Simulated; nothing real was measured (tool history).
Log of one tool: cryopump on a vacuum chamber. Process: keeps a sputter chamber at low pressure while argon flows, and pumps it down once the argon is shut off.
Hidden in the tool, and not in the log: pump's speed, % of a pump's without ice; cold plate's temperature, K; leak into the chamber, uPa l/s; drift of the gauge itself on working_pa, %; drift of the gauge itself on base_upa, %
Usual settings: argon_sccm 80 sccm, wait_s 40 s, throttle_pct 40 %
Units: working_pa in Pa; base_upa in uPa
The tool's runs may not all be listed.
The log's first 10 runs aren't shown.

run	hour	argon_sccm	wait_s	throttle_pct	hours of work since the pump was warmed up and emptied	hours of work since the cold head was overhauled	hours of work since the chamber's fittings were tightened	working_pa	base_upa
11	177.6	80	40	40	387	387	572	0.349	3.95
12	191	80	40	40	398	398	582	0.35	3.82
13	207.8	60	40	40	411	411	595	0.2654	3.84
14	222.1	80	48	40	422	422	606	0.3567	3.32
15	243	80	48	40	438	438	623	0.3575	3.5
# hour 257.9: pump warmed up, emptied and cooled again
16	268.9	80	40	40	9	455	639	0.3014	3.54
17	289.5	80	40	40	25	471	655	0.3027	3.65
18	304.5	80	40	40	37	483	667	0.3037	3.7
19	320.5	126	101	22	49	495	680	0.8659	1.9
20	338.9	126	101	15	63	510	694	1.2742	1.91
21	350.4	33	111	40	72	519	703	0.1266	1.85
22	374.5	80	47	21	91	538	722	0.5774	3.24
23	398.8	41	42	36	110	557	741	0.1763	3.61
24	417.9	86	221	29	125	572	756	0.4549	1.39
25	435.2	86	221	29	139	585	769	0.4587	1.3
26	457.8	86	221	29	157	603	787	0.4635	1.41
27	477.4	86	221	29	172	618	802	0.4634	1.33
28	497.1	86	221	29	187	634	818	0.47	1.41
29	518.2	80	42	19	204	650	834	0.6519	3.74
30	541.2	41	85	50	222	668	852	0.1355	2.27
31	565.3	40	102	16	241	687	871	0.3894	2.13
32	586.1	43	47	16	257	703	888	0.418	3.62
33	596.7	43	197	35	265	712	896	0.2015	1.6
34	613.8	43	86	45	279	725	909	0.1617	2.39

4 ways to go on from here, each from the tool as it stands after run 34. What would each give?
A	634	73	24	45	295	741	925	?	?
B	634	80	272	41	295	741	925	?	?
C	634	34	144	45	295	741	925	?	?
D	634	136	57	44	295	741	925	?	?

run	working_pa	base_upa
A	0.2775	5.95
B	0.3295	1.53
C	0.1288	1.87
D	0.5278	3.2
Without the tool's hidden state the same runs would have given:
run	working_pa	base_upa
A	0.2426	5.19
B	0.2912	0.74
C	0.1126	1.11
D	0.4626	2.42

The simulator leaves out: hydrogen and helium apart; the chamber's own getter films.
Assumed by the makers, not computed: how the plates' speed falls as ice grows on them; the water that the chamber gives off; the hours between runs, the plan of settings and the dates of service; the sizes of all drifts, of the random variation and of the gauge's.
